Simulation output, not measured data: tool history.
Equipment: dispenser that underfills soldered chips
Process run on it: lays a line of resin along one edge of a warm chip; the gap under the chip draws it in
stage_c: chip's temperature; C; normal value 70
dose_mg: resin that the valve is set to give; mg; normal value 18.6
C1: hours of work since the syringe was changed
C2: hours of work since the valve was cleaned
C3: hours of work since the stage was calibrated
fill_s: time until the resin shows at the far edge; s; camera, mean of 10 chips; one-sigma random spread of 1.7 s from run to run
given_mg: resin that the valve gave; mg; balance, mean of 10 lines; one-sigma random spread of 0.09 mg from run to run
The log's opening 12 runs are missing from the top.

{"run": 13, "hour": 41.6, "stage_c": 70, "dose_mg": 18.6, "C1": 4, "C2": 44, "C3": 112, "fill_s": 208.0, "given_mg": 18.06}
{"run": 14, "hour": 45.4, "stage_c": 70, "dose_mg": 18.6, "C1": 6, "C2": 46, "C3": 114, "fill_s": 226.0, "given_mg": 18.14}
{"hour": 46.9, "done": "new syringe of resin"}
{"run": 15, "hour": 48.1, "stage_c": 70, "dose_mg": 18.6, "C1": 1, "C2": 48, "C3": 116, "fill_s": 184.4, "given_mg": 18.05}
{"run": 16, "hour": 52.6, "stage_c": 70, "dose_mg": 18.6, "C1": 4, "C2": 51, "C3": 119, "fill_s": 201.9, "given_mg": 18.09}
{"run": 17, "hour": 56.3, "stage_c": 59, "dose_mg": 18.7, "C1": 6, "C2": 53, "C3": 121, "fill_s": 396.0, "given_mg": 18.23}
{"hour": 58.2, "done": "new syringe of resin"}
{"run": 18, "hour": 58.7, "stage_c": 59, "dose_mg": 18.7, "C1": 0, "C2": 54, "C3": 122, "fill_s": 316.4, "given_mg": 18.01}
{"run": 19, "hour": 61.6, "stage_c": 80, "dose_mg": 22.8, "C1": 2, "C2": 56, "C3": 124, "fill_s": 118.8, "given_mg": 22.17}
{"run": 20, "hour": 65.3, "stage_c": 80, "dose_mg": 22.8, "C1": 5, "C2": 59, "C3": 126, "fill_s": 129.8, "given_mg": 22.1}
{"run": 21, "hour": 68.2, "stage_c": 80, "dose_mg": 22.8, "C1": 6, "C2": 60, "C3": 128, "fill_s": 141.4, "given_mg": 22.3}
{"hour": 69.6, "done": "new syringe of resin"}
{"run": 22, "hour": 71.6, "stage_c": 59, "dose_mg": 18.6, "C1": 1, "C2": 62, "C3": 130, "fill_s": 313.2, "given_mg": 18.03}
{"run": 23, "hour": 74.6, "stage_c": 59, "dose_mg": 18.6, "C1": 3, "C2": 64, "C3": 132, "fill_s": 347.0, "given_mg": 18.01}
{"run": 24, "hour": 77.0, "stage_c": 68, "dose_mg": 15.9, "C1": 5, "C2": 66, "C3": 134, "fill_s": 242.2, "given_mg": 15.41}
{"hour": 80.9, "done": "new syringe of resin"}
{"run": 25, "hour": 81.2, "stage_c": 67, "dose_mg": 17.1, "C1": 0, "C2": 68, "C3": 136, "fill_s": 209.6, "given_mg": 16.36}
{"run": 26, "hour": 85.5, "stage_c": 67, "dose_mg": 17.1, "C1": 3, "C2": 71, "C3": 139, "fill_s": 232.3, "given_mg": 16.42}
{"run": 27, "hour": 89.5, "stage_c": 67, "dose_mg": 17.1, "C1": 5, "C2": 74, "C3": 141, "fill_s": 249.7, "given_mg": 16.41}
{"hour": 92.3, "done": "new syringe of resin"}
{"run": 28, "hour": 93.4, "stage_c": 67, "dose_mg": 17.1, "C1": 1, "C2": 76, "C3": 144, "fill_s": 216.3, "given_mg": 16.37}
{"run": 29, "hour": 96.3, "stage_c": 67, "dose_mg": 17.1, "C1": 3, "C2": 78, "C3": 146, "fill_s": 233.5, "given_mg": 16.22}
{"run": 30, "hour": 99.3, "stage_c": 64, "dose_mg": 23.0, "C1": 4, "C2": 80, "C3": 147, "fill_s": 280.9, "given_mg": 22.12}

What does the tool deliver on the next run?
{"run": 31, "hour": 103.0, "stage_c": 60, "dose_mg": 17.7, "C1": 7, "C2": 82, "C3": 150, "fill_s": "?", "given_mg": "?"}

Run 31 came out at fill_s 391.8 s, given_mg 16.98 mg.
With no hidden state in the tool, this same run would have given fill_s 278.5 s, given_mg 17.71 mg.
